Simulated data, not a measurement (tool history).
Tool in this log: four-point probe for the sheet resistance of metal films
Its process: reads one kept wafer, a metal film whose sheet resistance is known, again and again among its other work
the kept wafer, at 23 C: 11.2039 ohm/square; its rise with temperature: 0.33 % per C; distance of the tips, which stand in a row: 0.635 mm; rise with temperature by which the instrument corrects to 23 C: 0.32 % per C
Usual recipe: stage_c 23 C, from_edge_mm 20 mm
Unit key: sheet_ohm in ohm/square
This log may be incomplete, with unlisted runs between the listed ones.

run 1 hour=0 | stage_c=23 from_edge_mm=20 | sheet_ohm=11.222209
run 2 hour=7.3 | stage_c=23 from_edge_mm=20 | sheet_ohm=11.216987
run 3 hour=15.4 | stage_c=23 from_edge_mm=20 | sheet_ohm=11.221796
run 4 hour=26.8 | stage_c=23 from_edge_mm=20 | sheet_ohm=11.221923
run 5 hour=40.8 | stage_c=23 from_edge_mm=6 | sheet_ohm=11.282912
run 6 hour=48.7 | stage_c=31 from_edge_mm=20 | sheet_ohm=11.22045
run 7 hour=63.5 | stage_c=23 from_edge_mm=50 | sheet_ohm=11.213891
run 8 hour=77.5 | stage_c=22 from_edge_mm=20 | sheet_ohm=11.217692
run 9 hour=85.7 | stage_c=22 from_edge_mm=20 | sheet_ohm=11.215055
run 10 hour=101.5 | stage_c=22 from_edge_mm=20 | sheet_ohm=11.215821
run 11 hour=111.3 | stage_c=25 from_edge_mm=20 | sheet_ohm=11.224634
run 12 hour=126 | stage_c=25 from_edge_mm=20 | sheet_ohm=11.223044
run 13 hour=138.2 | stage_c=25 from_edge_mm=20 | sheet_ohm=11.223912
run 14 hour=149.3 | stage_c=25 from_edge_mm=20 | sheet_ohm=11.222985
-- hour=150.7 stage's thermometer calibrated
run 15 hour=165 | stage_c=21 from_edge_mm=20 | sheet_ohm=11.220554
run 16 hour=175.9 | stage_c=21 from_edge_mm=20 | sheet_ohm=11.220075
-- hour=189.2 stage's thermometer calibrated, once more
run 17 hour=189.2 | stage_c=21 from_edge_mm=20 | sheet_ohm=11.217044
run 18 hour=199.8 | stage_c=21 from_edge_mm=20 | sheet_ohm=11.22058
run 19 hour=207.5 | stage_c=21 from_edge_mm=20 | sheet_ohm=11.219921
run 20 hour=223.2 | stage_c=21 from_edge_mm=20 | sheet_ohm=11.217643
run 21 hour=236 | stage_c=21 from_edge_mm=20 | sheet_ohm=11.222266
run 22 hour=242.6 | stage_c=21 from_edge_mm=20 | sheet_ohm=11.21721
run 23 hour=255 | stage_c=33 from_edge_mm=6 | sheet_ohm=11.287696
run 24 hour=270.7 | stage_c=27 from_edge_mm=19 | sheet_ohm=11.225658
run 25 hour=284.2 | stage_c=24 from_edge_mm=20 | sheet_ohm=11.222693
run 26 hour=293.6 | stage_c=22 from_edge_mm=66 | sheet_ohm=11.217525
run 27 hour=304.2 | stage_c=32 from_edge_mm=14 | sheet_ohm=11.233475
run 28 hour=319.5 | stage_c=31 from_edge_mm=24 | sheet_ohm=11.227358
run 29 hour=332.5 | stage_c=28 from_edge_mm=3 | sheet_ohm=11.478729
run 30 hour=342.7 | stage_c=26 from_edge_mm=11 | sheet_ohm=11.239179
run 31 hour=349.7 | stage_c=32 from_edge_mm=6 | sheet_ohm=11.288452
run 32 hour=363.3 | stage_c=32 from_edge_mm=6 | sheet_ohm=11.294187
run 33 hour=375.2 | stage_c=32 from_edge_mm=6 | sheet_ohm=11.290679
run 34 hour=390.7 | stage_c=32 from_edge_mm=6 | sheet_ohm=11.289616
run 35 hour=402.4 | stage_c=27 from_edge_mm=6 | sheet_ohm=11.286875
run 36 hour=413.4 | stage_c=34 from_edge_mm=34 | sheet_ohm=11.228901
run 37 hour=429 | stage_c=34 from_edge_mm=20 | sheet_ohm=11.225717
run 38 hour=442.6 | stage_c=34 from_edge_mm=20 | sheet_ohm=11.230663
run 39 hour=457.1 | stage_c=22 from_edge_mm=4 | sheet_ohm=11.366576
run 40 hour=464.2 | stage_c=34 from_edge_mm=46 | sheet_ohm=11.23122
run 41 hour=471.5 | stage_c=32 from_edge_mm=13 | sheet_ohm=11.239418
run 42 hour=482.3 | stage_c=20 from_edge_mm=13 | sheet_ohm=11.23233
run 43 hour=493.1 | stage_c=20 from_edge_mm=13 | sheet_ohm=11.231349
run 44 hour=504 | stage_c=20 from_edge_mm=13 | sheet_ohm=11.231582

Predict each of these 4 candidate next runs independently; none follows another, all start after run 44:
run A hour=512.8 | stage_c=23 from_edge_mm=50 | sheet_ohm=?
run B hour=512.8 | stage_c=21 from_edge_mm=4 | sheet_ohm=?
run C hour=512.8 | stage_c=33 from_edge_mm=20 | sheet_ohm=?
run D hour=512.8 | stage_c=24 from_edge_mm=14 | sheet_ohm=?

run=A sheet_ohm=11.221084
run=B sheet_ohm=11.367044
run=C sheet_ohm=11.229885
run=D sheet_ohm=11.231719
What these runs would have given with no unlogged condition in the tool:
run=A sheet_ohm=11.206948
run=B sheet_ohm=11.352717
run=C sheet_ohm=11.215826
run=D sheet_ohm=11.217579
